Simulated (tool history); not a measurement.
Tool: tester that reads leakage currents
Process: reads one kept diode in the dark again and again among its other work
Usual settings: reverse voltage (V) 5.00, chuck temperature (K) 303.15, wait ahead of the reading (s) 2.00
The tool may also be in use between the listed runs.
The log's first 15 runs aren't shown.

run      day  reverse voltage (V)  chuck temperature (K)  wait ahead of the reading (s)  current that the tester gives (pA)
     114.200  -- chuck's temperature calibrated
 16  117.325                 6.13                 303.15                           2.00                              272.69
 17  126.179                 5.00                 324.15                           2.00                             1022.78
 18  133.662                 5.00                 324.15                           2.00                             1027.92
 19  143.938                 5.00                 303.15                           2.00                              255.68
 20  149.708                 5.00                 303.15                           2.00                              257.41
 21  154.271                 5.00                 303.15                           2.00                              259.62
 22  163.800                 5.00                 303.15                           2.00                              259.44
     166.100  -- tester calibrated
     169.333  -- chuck's temperature calibrated, once more
 23  172.562                 5.00                 303.15                           2.00                              213.07
 24  178.562                 5.00                 303.15                           2.00                              215.74
 25  187.746                16.41                 330.15                           1.60                             2073.35
 26  194.933                13.08                 312.15                           6.57                              603.58
 27  201.875                13.08                 312.15                           6.57                              605.71
 28  206.083                13.08                 312.15                           6.57                              605.28
 29  210.792                13.08                 312.15                           6.57                              607.28
 30  218.992                 5.06                 301.15                           0.31                              198.23
 31  224.375                18.60                 316.15                           3.04                              924.23
 32  229.371                 1.33                 294.15                           1.72                               68.06
 33  238.504                12.12                 320.15                           1.72                             1012.27
 34  244.621                 1.04                 293.15                           2.00                               57.93
 35  249.079                 1.75                 303.15                           3.70                              147.65
 36  254.079                 1.75                 295.15                           0.88                               84.08
 37  263.542                 4.43                 320.15                           0.88                              697.22
     273.062  -- probe card cleaned and baked
 38  273.638                 4.43                 320.15                           0.88                              689.44
 39  280.542                 3.55                 314.15                           2.00                              425.10

3 ways to go on from here, each from the tool as it stands after run 39. What would each give?
  A  287.412                16.18                 315.15                           3.20                                   ?
  B  287.412                 5.67                 314.15                           2.00                                   ?
  C  287.412                 3.55                 303.15                           2.00                                   ?

run  current that the tester gives (pA)
  A                              825.96
  B                              511.71
  C                              197.33
Without the tool's hidden state the same runs would have given:
run  current that the tester gives (pA)
  A                              764.77
  B                              473.87
  C                              181.57
